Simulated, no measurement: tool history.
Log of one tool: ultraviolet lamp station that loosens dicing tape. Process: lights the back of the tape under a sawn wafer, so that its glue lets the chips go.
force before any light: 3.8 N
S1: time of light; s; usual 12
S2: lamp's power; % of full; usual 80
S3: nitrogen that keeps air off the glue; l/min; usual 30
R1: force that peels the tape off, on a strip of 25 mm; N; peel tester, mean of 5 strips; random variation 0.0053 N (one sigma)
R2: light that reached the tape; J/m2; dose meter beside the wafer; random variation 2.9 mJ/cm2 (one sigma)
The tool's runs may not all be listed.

run   hour  S1  S2  S3     R1    R2
  1    0.0  12  80  30  0.100  3970
  2   30.3  12  80  15  0.169  3900
  3   45.6  11  80  30  0.110  3550
  4   65.0  11  76  30  0.140  3310
  5   97.4  12  80  30  0.104  3720
  6  121.0  12  97  30  0.076  4520
  7  153.0  12  95  30  0.085  4310
  8  173.7  12  61  30  0.231  2760
  9  193.4  12  80  54  0.093  3510
 10  227.6  12  80  54  0.092  3500
 11  251.7  12  80  54  0.106  3470
 12  284.2  12  90  30  0.112  3760
 13  311.4  12  90  30  0.109  3770
 14  346.7  12  80  26  0.181  3250
     356.1  -- window cleaned of glue's vapour
 15  383.3  12  80  26  0.143  3380
 16  418.6  12  80  26  0.159  3320
 17  437.7  12  80  30  0.143  3290
 18  462.1  16  80  30  0.079  4360
 19  484.0  16  80  30  0.080  4300
 20  511.7  15  70  25  0.144  3460
 21  540.0  13  80  54  0.099  3370
 22  568.4  14  80  30  0.115  3530
 23  590.8  14  80  30  0.116  3470
 24  615.1  15  80  37  0.104  3710
 25  631.1  13  80  23  0.192  3210
 26  649.6  12  75  16  0.359  2730
 27  683.2   7  68  44  0.726  1380
 28  708.8   6  81  43  0.752  1450
     712.3  -- window cleaned of glue's vapour
 29  738.0  12  82  10  0.388  3070
 30  765.8  12  82  10  0.395  2980
 31  801.8   6  88  47  0.572  1570
 32  819.5   6  88  47  0.595  1580
 33  852.9  16  66  42  0.144  3060
 34  877.1  12  99  10  0.325  3330
 35  912.7  15  61  10  0.559  2540
 36  938.5  17  61  10  0.459  2810
 37  962.7  17  61  10  0.486  2780

Forecast each of these 5 alternatives for the next run:
  A  988.9   7  61  18   ?   ?
  B  988.9   6  61  10   ?   ?
  C  988.9  10  63  10   ?   ?
  D  988.9   9  61  37   ?   ?
  E  988.9  17  61  12   ?   ?

run     R1    R2
  A  1.312  1110
  B  1.798   930
  C  1.024  1620
  D  0.763  1430
  E  0.455  2680
Without the tool's hidden state the same runs would have given:
run     R1    R2
  A  0.684  1820
  B  1.129  1530
  C  0.475  2670
  D  0.299  2340
  E  0.154  4400
